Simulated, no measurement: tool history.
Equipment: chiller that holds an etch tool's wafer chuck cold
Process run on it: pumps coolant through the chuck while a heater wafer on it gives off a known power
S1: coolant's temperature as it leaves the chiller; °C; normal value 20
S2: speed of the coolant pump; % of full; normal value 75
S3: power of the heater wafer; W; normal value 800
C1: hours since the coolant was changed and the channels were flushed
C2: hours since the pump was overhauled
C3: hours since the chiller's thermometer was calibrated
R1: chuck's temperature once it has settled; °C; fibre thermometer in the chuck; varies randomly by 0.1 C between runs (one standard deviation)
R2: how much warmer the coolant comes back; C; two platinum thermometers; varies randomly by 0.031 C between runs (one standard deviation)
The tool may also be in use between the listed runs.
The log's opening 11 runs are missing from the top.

| run | day | S1 | S2 | S3 | C1 | C2 | C3 | R1 | R2 |
|---|---|---|---|---|---|---|---|---|---|
| 12 | 20.546 | 20 | 75 | 988 | 1472 | 2590 | 640 | 28.3 | 2.74 |
| 13 | 22.596 | 20 | 75 | 800 | 1521 | 2639 | 689 | 26.6 | 2.24 |
| 14 | 25.012 | 20 | 75 | 800 | 1579 | 2697 | 747 | 26.6 | 2.29 |
| 15 | 26.35 | 20 | 87 | 800 | 1611 | 2729 | 779 | 26 | 2.01 |
|  | 26.696 | gauge calibrated |
| 16 | 27.942 | 28 | 64 | 463 | 1650 | 2767 | 817 | 32.4 | 1.33 |
| 17 | 30.046 | 12 | 79 | 617 | 1700 | 2818 | 868 | 16.9 | 1.51 |
| 18 | 31.158 | 27 | 62 | 818 | 1727 | 2844 | 894 | 34.7 | 2.49 |
| 19 | 32.871 | 15 | 86 | 991 | 1768 | 2886 | 936 | 22.4 | 2.18 |
| 20 | 34.629 | 15 | 75 | 697 | 1810 | 2928 | 978 | 20.9 | 1.82 |
| 21 | 37.008 | 18 | 100 | 697 | 1867 | 2985 | 1035 | 22.8 | 1.41 |
| 22 | 38.396 | 18 | 100 | 697 | 1901 | 3018 | 1068 | 22.8 | 1.4 |
| 23 | 39.829 | 18 | 100 | 697 | 1935 | 3053 | 1103 | 22.7 | 1.38 |
| 24 | 41.838 | 12 | 64 | 1148 | 1983 | 3101 | 1151 | 22.4 | 3.47 |
| 25 | 43.033 | 10 | 69 | 617 | 2012 | 3129 | 1180 | 15.5 | 1.84 |
| 26 | 45.096 | 10 | 69 | 617 | 2061 | 3179 | 1229 | 15.3 | 1.83 |
| 27 | 46.392 | 20 | 75 | 1108 | 2092 | 3210 | 1260 | 29.3 | 2.94 |
| 28 | 48.846 | 17 | 75 | 944 | 2151 | 3269 | 1319 | 24.9 | 2.52 |
| 29 | 51.592 | 17 | 73 | 705 | 2217 | 3335 | 1385 | 23 | 2.09 |
| 30 | 53.021 | 17 | 73 | 705 | 2251 | 3369 | 1419 | 23.2 | 2.08 |

Here are 5 independent what-if runs from the current tool condition. What would each one return?
| A | 54.412 | 17 | 90 | 705 | 2285 | 3403 | 1453 | ? | ? |
| B | 54.412 | 21 | 68 | 457 | 2285 | 3403 | 1453 | ? | ? |
| C | 54.412 | 20 | 75 | 578 | 2285 | 3403 | 1453 | ? | ? |
| D | 54.412 | 15 | 83 | 873 | 2285 | 3403 | 1453 | ? | ? |
| E | 54.412 | 23 | 62 | 867 | 2285 | 3403 | 1453 | ? | ? |

| run | R1 | R2 |
|---|---|---|
| A | 22.2 | 1.79 |
| B | 25.1 | 1.58 |
| C | 24.9 | 1.77 |
| D | 21.7 | 2.26 |
| E | 31.4 | 2.87 |
Without the tool's unlogged condition, the same runs would have read:
| run | R1 | R2 |
|---|---|---|
| A | 22.2 | 1.44 |
| B | 25.1 | 1.23 |
| C | 24.9 | 1.42 |
| D | 21.7 | 1.91 |
| E | 31.4 | 2.51 |

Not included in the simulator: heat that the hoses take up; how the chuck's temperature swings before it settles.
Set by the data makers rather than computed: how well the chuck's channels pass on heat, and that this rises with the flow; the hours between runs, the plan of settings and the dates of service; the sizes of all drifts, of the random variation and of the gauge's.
